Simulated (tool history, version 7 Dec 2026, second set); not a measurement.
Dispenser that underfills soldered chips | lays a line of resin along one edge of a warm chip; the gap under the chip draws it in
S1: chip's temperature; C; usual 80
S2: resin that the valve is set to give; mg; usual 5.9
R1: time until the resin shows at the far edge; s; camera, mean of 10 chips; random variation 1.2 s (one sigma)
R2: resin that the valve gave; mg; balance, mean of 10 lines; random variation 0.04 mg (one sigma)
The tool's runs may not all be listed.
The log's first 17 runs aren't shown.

{"run": 18, "day": 2.492, "S1": 94, "S2": 5.9, "R1": 106.7, "R2": 5.58}
{"day": 2.596, "done": "new syringe of resin"}
{"run": 19, "day": 2.675, "S1": 80, "S2": 5.9, "R1": 122.6, "R2": 5.59}
{"run": 20, "day": 2.825, "S1": 77, "S2": 7.16, "R1": 160.3, "R2": 6.84}
{"run": 21, "day": 2.917, "S1": 83, "S2": 5.43, "R1": 134.9, "R2": 5.15}
{"run": 22, "day": 3.012, "S1": 88, "S2": 5.15, "R1": 120.9, "R2": 4.83}
{"run": 23, "day": 3.154, "S1": 93, "S2": 5.54, "R1": 107.4, "R2": 5.18}
{"day": 3.292, "done": "new syringe of resin"}
{"run": 24, "day": 3.292, "S1": 73, "S2": 5.14, "R1": 167.3, "R2": 4.83}
{"run": 25, "day": 3.479, "S1": 73, "S2": 5.14, "R1": 196.2, "R2": 4.85}
{"run": 26, "day": 3.621, "S1": 73, "S2": 5.14, "R1": 229.2, "R2": 4.84}
{"run": 27, "day": 3.762, "S1": 70, "S2": 5.65, "R1": 289.7, "R2": 5.27}
{"run": 28, "day": 3.925, "S1": 83, "S2": 5.36, "R1": 184.1, "R2": 4.97}
{"day": 3.996, "done": "new syringe of resin"}
{"run": 29, "day": 4.017, "S1": 95, "S2": 5.36, "R1": 60.3, "R2": 5.06}
{"run": 30, "day": 4.204, "S1": 91, "S2": 6.17, "R1": 82.9, "R2": 5.81}
{"run": 31, "day": 4.396, "S1": 74, "S2": 6.17, "R1": 216.1, "R2": 5.86}
{"run": 32, "day": 4.55, "S1": 74, "S2": 6.17, "R1": 257.6, "R2": 5.68}
{"day": 4.633, "done": "dispensing valve cleaned and set on the balance"}
{"day": 4.738, "done": "new syringe of resin"}
{"run": 33, "day": 4.788, "S1": 74, "S2": 6.35, "R1": 153, "R2": 6.28}
{"run": 34, "day": 4.908, "S1": 74, "S2": 6.35, "R1": 174.8, "R2": 6.37}
{"run": 35, "day": 5.067, "S1": 71, "S2": 7.17, "R1": 234.4, "R2": 7.21}
{"run": 36, "day": 5.162, "S1": 71, "S2": 7.17, "R1": 256.5, "R2": 7.16}
{"run": 37, "day": 5.242, "S1": 71, "S2": 7.17, "R1": 278.3, "R2": 7.12}

4 ways to go on from here, each from the tool as it stands after run 37. What would each give?
{"run": "A", "day": 5.375, "S1": 81, "S2": 6.63, "R1": "?", "R2": "?"}
{"run": "B", "day": 5.375, "S1": 86, "S2": 6.93, "R1": "?", "R2": "?"}
{"run": "C", "day": 5.375, "S1": 81, "S2": 7.17, "R1": "?", "R2": "?"}
{"run": "D", "day": 5.375, "S1": 80, "S2": 6.67, "R1": "?", "R2": "?"}

run=A R1=191 R2=6.59
run=B R1=154.1 R2=6.9
run=C R1=193.8 R2=7.12
run=D R1=202.1 R2=6.68
Without the tool's hidden state the same runs would have given:
run=A R1=106.7 R2=6.6
run=B R1=85.9 R2=6.92
run=C R1=108 R2=7.14
run=D R1=112.8 R2=6.69
